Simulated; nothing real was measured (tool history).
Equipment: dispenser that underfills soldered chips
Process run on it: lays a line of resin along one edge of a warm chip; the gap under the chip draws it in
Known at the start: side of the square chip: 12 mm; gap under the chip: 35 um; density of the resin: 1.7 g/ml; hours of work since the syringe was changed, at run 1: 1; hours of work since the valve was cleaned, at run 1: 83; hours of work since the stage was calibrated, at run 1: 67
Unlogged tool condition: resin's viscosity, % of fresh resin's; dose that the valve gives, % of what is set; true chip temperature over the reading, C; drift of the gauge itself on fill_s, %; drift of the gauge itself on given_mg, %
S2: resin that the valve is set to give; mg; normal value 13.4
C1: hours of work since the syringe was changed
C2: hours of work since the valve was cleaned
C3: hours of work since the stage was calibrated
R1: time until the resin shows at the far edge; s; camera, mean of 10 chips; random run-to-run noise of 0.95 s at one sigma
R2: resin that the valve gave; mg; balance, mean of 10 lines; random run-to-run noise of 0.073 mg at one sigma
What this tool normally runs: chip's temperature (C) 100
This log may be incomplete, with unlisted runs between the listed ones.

{"run": 1, "hour": 0.0, "chip's temperature (C)": 100, "S2": 13.4, "C1": 1, "C2": 83, "C3": 67, "R1": 98.9, "R2": 12.62}
{"hour": 7.7, "done": "new syringe of resin"}
{"run": 2, "hour": 8.7, "chip's temperature (C)": 100, "S2": 13.4, "C1": 1, "C2": 89, "C3": 73, "R1": 95, "R2": 12.64}
{"hour": 16.5, "done": "new syringe of resin"}
{"run": 3, "hour": 19.2, "chip's temperature (C)": 100, "S2": 13.4, "C1": 2, "C2": 96, "C3": 80, "R1": 101.9, "R2": 12.55}
{"hour": 25.3, "done": "dispensing valve cleaned and set on the balance"}
{"hour": 26.9, "done": "new syringe of resin"}
{"run": 4, "hour": 29.1, "chip's temperature (C)": 104, "S2": 13.4, "C1": 2, "C2": 3, "C3": 86, "R1": 87.4, "R2": 13.47}
{"hour": 35.9, "done": "new syringe of resin"}
{"run": 5, "hour": 40.1, "chip's temperature (C)": 104, "S2": 13.4, "C1": 3, "C2": 10, "C3": 94, "R1": 96.8, "R2": 13.25}
{"hour": 45.2, "done": "new syringe of resin"}
{"run": 6, "hour": 47.2, "chip's temperature (C)": 104, "S2": 13.4, "C1": 1, "C2": 15, "C3": 99, "R1": 87.2, "R2": 13.3}
{"hour": 55.1, "done": "new syringe of resin"}
{"run": 7, "hour": 57.1, "chip's temperature (C)": 104, "S2": 13.4, "C1": 1, "C2": 22, "C3": 106, "R1": 87, "R2": 13.16}
{"hour": 64.7, "done": "new syringe of resin"}
{"run": 8, "hour": 66.7, "chip's temperature (C)": 100, "S2": 13.4, "C1": 1, "C2": 29, "C3": 113, "R1": 101, "R2": 13.13}
{"hour": 73.8, "done": "new syringe of resin"}
{"run": 9, "hour": 76.5, "chip's temperature (C)": 100, "S2": 14.8, "C1": 2, "C2": 36, "C3": 120, "R1": 101.4, "R2": 14.44}
{"hour": 83.2, "done": "new syringe of resin"}
{"run": 10, "hour": 87.3, "chip's temperature (C)": 100, "S2": 14.8, "C1": 3, "C2": 44, "C3": 127, "R1": 113.1, "R2": 14.32}
{"hour": 92.7, "done": "new syringe of resin"}
{"run": 11, "hour": 95.4, "chip's temperature (C)": 100, "S2": 14.8, "C1": 2, "C2": 49, "C3": 133, "R1": 104.3, "R2": 14.4}
{"hour": 102.1, "done": "new syringe of resin"}
{"run": 12, "hour": 109.9, "chip's temperature (C)": 100, "S2": 14.8, "C1": 6, "C2": 60, "C3": 143, "R1": 136.3, "R2": 14.32}
{"hour": 111.1, "done": "new syringe of resin"}
{"hour": 120.4, "done": "new syringe of resin"}
{"run": 13, "hour": 121.2, "chip's temperature (C)": 100, "S2": 13.4, "C1": 1, "C2": 67, "C3": 151, "R1": 96.6, "R2": 12.77}
{"hour": 129.4, "done": "new syringe of resin"}
{"run": 14, "hour": 131.0, "chip's temperature (C)": 101, "S2": 13.4, "C1": 1, "C2": 74, "C3": 158, "R1": 95.7, "R2": 12.88}
{"hour": 138.8, "done": "new syringe of resin"}
{"run": 15, "hour": 143.4, "chip's temperature (C)": 101, "S2": 13.4, "C1": 3, "C2": 83, "C3": 167, "R1": 114.4, "R2": 12.72}
{"hour": 147.6, "done": "new syringe of resin"}
{"hour": 157.0, "done": "new syringe of resin"}
{"run": 16, "hour": 159.0, "chip's temperature (C)": 109, "S2": 12.5, "C1": 1, "C2": 94, "C3": 178, "R1": 75.5, "R2": 11.8}
{"hour": 166.1, "done": "new syringe of resin"}
{"hour": 169.6, "done": "dispensing valve cleaned and set on the balance"}
{"run": 17, "hour": 172.9, "chip's temperature (C)": 114, "S2": 16.6, "C1": 4, "C2": 2, "C3": 187, "R1": 74.8, "R2": 16.64}
{"hour": 176.4, "done": "new syringe of resin"}
{"run": 18, "hour": 179.4, "chip's temperature (C)": 104, "S2": 13.1, "C1": 2, "C2": 7, "C3": 191, "R1": 93.6, "R2": 13.07}
{"hour": 185.5, "done": "new syringe of resin"}
{"run": 19, "hour": 189.0, "chip's temperature (C)": 91, "S2": 13.4, "C1": 3, "C2": 14, "C3": 198, "R1": 156.8, "R2": 13.31}
{"hour": 194.7, "done": "new syringe of resin"}
{"run": 20, "hour": 202.1, "chip's temperature (C)": 101, "S2": 13.4, "C1": 5, "C2": 23, "C3": 207, "R1": 126.4, "R2": 13.13}
{"hour": 203.7, "done": "new syringe of resin"}
{"hour": 212.9, "done": "new syringe of resin"}
{"run": 21, "hour": 213.8, "chip's temperature (C)": 101, "S2": 15, "C1": 1, "C2": 31, "C3": 215, "R1": 93.2, "R2": 14.69}
{"hour": 221.8, "done": "new syringe of resin"}
{"run": 22, "hour": 228.3, "chip's temperature (C)": 100, "S2": 13.9, "C1": 5, "C2": 41, "C3": 226, "R1": 127.3, "R2": 13.56}
{"hour": 231.8, "done": "new syringe of resin"}
{"hour": 240.9, "done": "new syringe of resin"}
{"run": 23, "hour": 242.3, "chip's temperature (C)": 100, "S2": 13.9, "C1": 1, "C2": 51, "C3": 235, "R1": 100.9, "R2": 13.46}
{"hour": 250.0, "done": "new syringe of resin"}
{"run": 24, "hour": 251.5, "chip's temperature (C)": 100, "S2": 13.9, "C1": 1, "C2": 57, "C3": 242, "R1": 101.6, "R2": 13.43}
{"hour": 259.0, "done": "new syringe of resin"}
{"run": 25, "hour": 259.0, "chip's temperature (C)": 111, "S2": 15.5, "C1": 0, "C2": 63, "C3": 247, "R1": 62.8, "R2": 14.88}
{"hour": 268.0, "done": "new syringe of resin"}
{"run": 26, "hour": 270.5, "chip's temperature (C)": 107, "S2": 13.4, "C1": 2, "C2": 71, "C3": 255, "R1": 82.5, "R2": 12.75}
{"hour": 276.8, "done": "new syringe of resin"}
{"run": 27, "hour": 283.5, "chip's temperature (C)": 103, "S2": 11.9, "C1": 5, "C2": 80, "C3": 264, "R1": 119.1, "R2": 11.24}

What differs in the tool's unlogged condition from the final listed run ahead of each entry between runs to the first listed run following it?
After run 1, before run 2: new syringe of resin (hour 7.7)
  resin's viscosity, % of fresh resin's: 109.1 -> 105.6; dose that the valve gives, % of what is set: 94.06 -> 93.62; true chip temperature over the reading, C: -0.08 -> -0.11
  measured value less the no-hidden-state value, R1: +9.3 -> +6.3 s; R2: -0.79 -> -0.85 mg
After run 2, before run 3: new syringe of resin (hour 16.5)
  resin's viscosity, % of fresh resin's: 105.6 -> 113.3; dose that the valve gives, % of what is set: 93.62 -> 93.05; true chip temperature over the reading, C: -0.11 -> -0.14
  measured value less the no-hidden-state value, R1: +6.3 -> +13.5 s; R2: -0.85 -> -0.93 mg
After run 3, before run 4: dispensing valve cleaned and set on the balance (hour 25.3); new syringe of resin (hour 26.9)
  resin's viscosity, % of fresh resin's: 113.3 -> 110.1; dose that the valve gives, % of what is set: 93.05 -> 99.87; true chip temperature over the reading, C: -0.14 -> -0.17
  measured value less the no-hidden-state value, R1: +13.5 -> +8.5 s; R2: -0.93 -> -0.02 mg
After run 4, before run 5: new syringe of resin (hour 35.9)
  resin's viscosity, % of fresh resin's: 110.1 -> 121.8; dose that the valve gives, % of what is set: 99.87 -> 99.29; true chip temperature over the reading, C: -0.17 -> -0.21
  measured value less the no-hidden-state value, R1: +8.5 -> +18.1 s; R2: -0.02 -> -0.1 mg
After run 5, before run 6: new syringe of resin (hour 45.2)
  resin's viscosity, % of fresh resin's: 121.8 -> 109.1; dose that the valve gives, % of what is set: 99.29 -> 98.96; true chip temperature over the reading, C: -0.21 -> -0.23
  measured value less the no-hidden-state value, R1: +18.1 -> +8 s; R2: -0.1 -> -0.14 mg
After run 6, before run 7: new syringe of resin (hour 55.1)
  resin's viscosity, % of fresh resin's: 109.1 -> 110.9; dose that the valve gives, % of what is set: 98.96 -> 98.46; true chip temperature over the reading, C: -0.23 -> -0.27
  measured value less the no-hidden-state value, R1: +8 -> +9.5 s; R2: -0.14 -> -0.2 mg
After run 7, before run 8: new syringe of resin (hour 64.7)
  resin's viscosity, % of fresh resin's: 110.9 -> 111.1; dose that the valve gives, % of what is set: 98.46 -> 97.94; true chip temperature over the reading, C: -0.27 -> -0.3
  measured value less the no-hidden-state value, R1: +9.5 -> +11.4 s; R2: -0.2 -> -0.27 mg
After run 8, before run 9: new syringe of resin (hour 73.8)
  resin's viscosity, % of fresh resin's: 111.1 -> 112.8; dose that the valve gives, % of what is set: 97.94 -> 97.5; true chip temperature over the reading, C: -0.3 -> -0.34
  measured value less the no-hidden-state value, R1: +11.4 -> +12.8 s; R2: -0.27 -> -0.37 mg
After run 9, before run 10: new syringe of resin (hour 83.2)
  resin's viscosity, % of fresh resin's: 112.8 -> 123.4; dose that the valve gives, % of what is set: 97.5 -> 96.96; true chip temperature over the reading, C: -0.34 -> -0.37
  measured value less the no-hidden-state value, R1: +12.8 -> +22.9 s; R2: -0.37 -> -0.45 mg
After run 10, before run 11: new syringe of resin (hour 92.7)
  resin's viscosity, % of fresh resin's: 123.4 -> 115.3; dose that the valve gives, % of what is set: 96.96 -> 96.54; true chip temperature over the reading, C: -0.37 -> -0.4
  measured value less the no-hidden-state value, R1: +22.9 -> +15.4 s; R2: -0.45 -> -0.52 mg
After run 11, before run 12: new syringe of resin (hour 102.1)
  resin's viscosity, % of fresh resin's: 115.3 -> 149.6; dose that the valve gives, % of what is set: 96.54 -> 95.84; true chip temperature over the reading, C: -0.4 -> -0.45
  measured value less the no-hidden-state value, R1: +15.4 -> +47 s; R2: -0.52 -> -0.62 mg
After run 12, before run 13: new syringe of resin (hour 111.1); new syringe of resin (hour 120.4)
  resin's viscosity, % of fresh resin's: 149.6 -> 103.3; dose that the valve gives, % of what is set: 95.84 -> 95.31; true chip temperature over the reading, C: -0.45 -> -0.49
  measured value less the no-hidden-state value, R1: +47 -> +5.4 s; R2: -0.62 -> -0.63 mg
After run 13, before run 14: new syringe of resin (hour 129.4)
  resin's viscosity, % of fresh resin's: 103.3 -> 106.1; dose that the valve gives, % of what is set: 95.31 -> 94.82; true chip temperature over the reading, C: -0.49 -> -0.52
  measured value less the no-hidden-state value, R1: +5.4 -> +7.9 s; R2: -0.63 -> -0.7 mg
After run 14, before run 15: new syringe of resin (hour 138.8)
  resin's viscosity, % of fresh resin's: 106.1 -> 127.7; dose that the valve gives, % of what is set: 94.82 -> 94.19; true chip temperature over the reading, C: -0.52 -> -0.56
  measured value less the no-hidden-state value, R1: +7.9 -> +27.5 s; R2: -0.7 -> -0.78 mg
After run 15, before run 16: new syringe of resin (hour 147.6); new syringe of resin (hour 157)
  resin's viscosity, % of fresh resin's: 127.7 -> 110.5; dose that the valve gives, % of what is set: 94.19 -> 93.5; true chip temperature over the reading, C: -0.56 -> -0.61
  measured value less the no-hidden-state value, R1: +27.5 -> +9.6 s; R2: -0.78 -> -0.82 mg
After run 16, before run 17: new syringe of resin (hour 166.1); dispensing valve cleaned and set on the balance (hour 169.6)
  resin's viscosity, % of fresh resin's: 110.5 -> 134.6; dose that the valve gives, % of what is set: 93.5 -> 99.91; true chip temperature over the reading, C: -0.61 -> -0.66
  measured value less the no-hidden-state value, R1: +9.6 -> +20.4 s; R2: -0.82 -> -0.01 mg
After run 17, before run 18: new syringe of resin (hour 176.4)
  resin's viscosity, % of fresh resin's: 134.6 -> 115.7; dose that the valve gives, % of what is set: 99.91 -> 99.6; true chip temperature over the reading, C: -0.66 -> -0.68
  measured value less the no-hidden-state value, R1: +20.4 -> +14.7 s; R2: -0.01 -> -0.05 mg
After run 18, before run 19: new syringe of resin (hour 185.5)
  resin's viscosity, % of fresh resin's: 115.7 -> 120.4; dose that the valve gives, % of what is set: 99.6 -> 99.16; true chip temperature over the reading, C: -0.68 -> -0.71
  measured value less the no-hidden-state value, R1: +14.7 -> +30.1 s; R2: -0.05 -> -0.11 mg
After run 19, before run 20: new syringe of resin (hour 194.7)
  resin's viscosity, % of fresh resin's: 120.4 -> 142.7; dose that the valve gives, % of what is set: 99.16 -> 98.59; true chip temperature over the reading, C: -0.71 -> -0.75
  measured value less the no-hidden-state value, R1: +30.1 -> +40.3 s; R2: -0.11 -> -0.19 mg
After run 20, before run 21: new syringe of resin (hour 203.7); new syringe of resin (hour 212.9)
  resin's viscosity, % of fresh resin's: 142.7 -> 105; dose that the valve gives, % of what is set: 98.59 -> 98.03; true chip temperature over the reading, C: -0.75 -> -0.79
  measured value less the no-hidden-state value, R1: +40.3 -> +7 s; R2: -0.19 -> -0.3 mg
After run 21, before run 22: new syringe of resin (hour 221.8)
  resin's viscosity, % of fresh resin's: 105 -> 137.6; dose that the valve gives, % of what is set: 98.03 -> 97.28; true chip temperature over the reading, C: -0.79 -> -0.83
  measured value less the no-hidden-state value, R1: +7 -> +37.8 s; R2: -0.3 -> -0.38 mg
After run 22, before run 23: new syringe of resin (hour 231.8); new syringe of resin (hour 240.9)
  resin's viscosity, % of fresh resin's: 137.6 -> 108.2; dose that the valve gives, % of what is set: 97.28 -> 96.63; true chip temperature over the reading, C: -0.83 -> -0.88
  measured value less the no-hidden-state value, R1: +37.8 -> +11 s; R2: -0.38 -> -0.47 mg
After run 23, before run 24: new syringe of resin (hour 250)
  resin's viscosity, % of fresh resin's: 108.2 -> 107.8; dose that the valve gives, % of what is set: 96.63 -> 96.23; true chip temperature over the reading, C: -0.88 -> -0.91
  measured value less the no-hidden-state value, R1: +11 -> +10.9 s; R2: -0.47 -> -0.52 mg
After run 24, before run 25: new syringe of resin (hour 259)
  resin's viscosity, % of fresh resin's: 107.8 -> 98.7; dose that the valve gives, % of what is set: 96.23 -> 95.86; true chip temperature over the reading, C: -0.91 -> -0.93
  measured value less the no-hidden-state value, R1: +10.9 -> +1.3 s; R2: -0.52 -> -0.65 mg
After run 25, before run 26: new syringe of resin (hour 268)
  resin's viscosity, % of fresh resin's: 98.7 -> 115.7; dose that the valve gives, % of what is set: 95.86 -> 95.28; true chip temperature over the reading, C: -0.93 -> -0.97
  measured value less the no-hidden-state value, R1: +1.3 -> +14.1 s; R2: -0.65 -> -0.63 mg
After run 26, before run 27: new syringe of resin (hour 276.8)
  resin's viscosity, % of fresh resin's: 115.7 -> 140.5; dose that the valve gives, % of what is set: 95.28 -> 94.58; true chip temperature over the reading, C: -0.97 -> -1.02
  measured value less the no-hidden-state value, R1: +14.1 -> +38.6 s; R2: -0.63 -> -0.65 mg
